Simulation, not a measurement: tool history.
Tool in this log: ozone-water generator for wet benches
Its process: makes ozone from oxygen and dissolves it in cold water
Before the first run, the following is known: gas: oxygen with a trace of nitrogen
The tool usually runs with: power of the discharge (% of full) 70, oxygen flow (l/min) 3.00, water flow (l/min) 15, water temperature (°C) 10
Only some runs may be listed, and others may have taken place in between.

run    hour  power of the discharge (% of full)  oxygen flow (l/min)  water flow (l/min)  water temperature (°C)  dissolved ozone (ppm)  ozone in the gas ahead of the water (g/m3)
  1     0.0                                  70                 3.00                  15                      10                   16.1                                       155.1
  2    86.9                                  70                 3.00                  15                      10                   16.2                                       155.4
  3   183.9                                  70                 3.00                  15                      10                   15.9                                       154.9
      229.6  -- water thermometer calibrated
  4   277.0                                  70                 3.00                  15                      10                   16.2                                       155.7
  5   359.1                                  70                 3.00                  15                      10                   16.0                                       155.7
  6   439.2                                  70                 3.00                  15                      10                   16.0                                       156.3
  7   548.7                                  70                 4.90                  15                       8                   17.0                                       119.9
  8   625.1                                  49                 3.00                  12                      10                   14.5                                       113.7
  9   760.3                                  49                 3.00                  12                      10                   14.6                                       115.6
 10   820.6                                  49                 3.00                  12                      10                   14.3                                       116.5
 11   906.1                                  47                 2.76                  15                       9                   11.3                                       116.9
 12  1045.2                                  70                 3.29                  12                      13                   19.2                                       151.7

What if the next run were any one of these 5? Each begins from the tool's condition after run 12:
  A  1191.0                                  71                 2.44                  10                      13                      ?                                           ?
  B  1191.0                                  70                 4.11                  12                      13                      ?                                           ?
  C  1191.0                                  70                 1.50                   9                      13                      ?                                           ?
  D  1191.0                                  70                 3.90                  12                      18                      ?                                           ?
  E  1191.0                                  70                 1.57                  10                      10                      ?                                           ?

run  dissolved ozone (ppm)  ozone in the gas ahead of the water (g/m3)
  A                   22.1                                       182.6
  B                   19.1                                       133.8
  C                   22.6                                       232.0
  D                   17.5                                       137.8
  E                   21.2                                       224.7
Had the tool no hidden state, the same runs would have come out as:
run  dissolved ozone (ppm)  ozone in the gas ahead of the water (g/m3)
  A                   22.1                                       177.6
  B                   19.1                                       130.2
  C                   22.6                                       225.7
  D                   17.5                                       134.1
  E                   21.3                                       218.6

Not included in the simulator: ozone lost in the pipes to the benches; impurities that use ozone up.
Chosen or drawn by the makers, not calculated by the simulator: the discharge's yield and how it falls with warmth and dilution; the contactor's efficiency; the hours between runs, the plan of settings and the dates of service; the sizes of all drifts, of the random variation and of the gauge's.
